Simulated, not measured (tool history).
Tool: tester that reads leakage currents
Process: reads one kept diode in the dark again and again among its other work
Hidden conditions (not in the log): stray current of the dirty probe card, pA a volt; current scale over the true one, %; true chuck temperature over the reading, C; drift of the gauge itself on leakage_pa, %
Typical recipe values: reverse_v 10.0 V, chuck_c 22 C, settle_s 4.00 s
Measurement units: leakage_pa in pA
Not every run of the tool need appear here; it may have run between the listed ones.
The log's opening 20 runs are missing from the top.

| run | hour | reverse_v | chuck_c | settle_s | hours of work since the probe card was cleaned | hours of work since the tester was calibrated | hours of work since the chuck was calibrated | leakage_pa |
|---|---|---|---|---|---|---|---|---|
| 21 | 1986.5 | 15.1 | 56 | 4.00 | 1462 | 2357 | 988 | 938.04 |
| 22 | 2069.3 | 1.9 | 38 | 4.00 | 1502 | 2397 | 1028 | 103.03 |
| 23 | 2143.1 | 1.9 | 38 | 4.00 | 1537 | 2433 | 1063 | 103.18 |
| 24 | 2255.6 | 1.4 | 38 | 4.00 | 1592 | 2487 | 1117 | 89.59 |
| 25 | 2361.0 | 10.0 | 27 | 0.80 | 1642 | 2537 | 1168 | 101.45 |
| 26 | 2442.7 | 10.0 | 22 | 4.00 | 1681 | 2577 | 1207 | 67.98 |
| 27 | 2516.7 | 2.4 | 23 | 4.00 | 1717 | 2612 | 1243 | 37.24 |
| 28 | 2646.2 | 5.4 | 22 | 1.83 | 1779 | 2675 | 1305 | 50.92 |
|  | 2711.8 | chuck's temperature calibrated |
| 29 | 2768.6 | 10.0 | 31 | 8.81 | 1837 | 2733 | 27 | 136.16 |
| 30 | 2827.6 | 7.2 | 37 | 3.55 | 1866 | 2761 | 56 | 181.14 |
| 31 | 2957.1 | 2.3 | 20 | 1.86 | 1928 | 2823 | 118 | 28.73 |
| 32 | 3071.8 | 2.3 | 35 | 1.86 | 1983 | 2878 | 173 | 91.01 |
| 33 | 3187.7 | 10.0 | 27 | 0.71 | 2039 | 2934 | 229 | 101.53 |

Consider 5 possible next runs. They are alternatives, not a sequence: every one starts from the tool as it was left by run 33. What does each give?
| A | 3282.8 | 10.0 | 22 | 1.04 | 2085 | 2980 | 275 | ? |
| B | 3282.8 | 1.8 | 27 | 0.71 | 2085 | 2980 | 275 | ? |
| C | 3282.8 | 10.0 | 33 | 4.00 | 2085 | 2980 | 275 | ? |
| D | 3282.8 | 1.4 | 39 | 0.71 | 2085 | 2980 | 275 | ? |
| E | 3282.8 | 13.1 | 27 | 0.71 | 2085 | 2980 | 275 | ? |

| run | leakage_pa |
|---|---|
| A | 68.67 |
| B | 44.51 |
| C | 157.62 |
| D | 95.98 |
| E | 115.72 |
What these runs would have given with no unlogged condition in the tool:
| run | leakage_pa |
|---|---|
| A | 68.65 |
| B | 44.52 |
| C | 157.64 |
| D | 96.01 |
| E | 115.71 |

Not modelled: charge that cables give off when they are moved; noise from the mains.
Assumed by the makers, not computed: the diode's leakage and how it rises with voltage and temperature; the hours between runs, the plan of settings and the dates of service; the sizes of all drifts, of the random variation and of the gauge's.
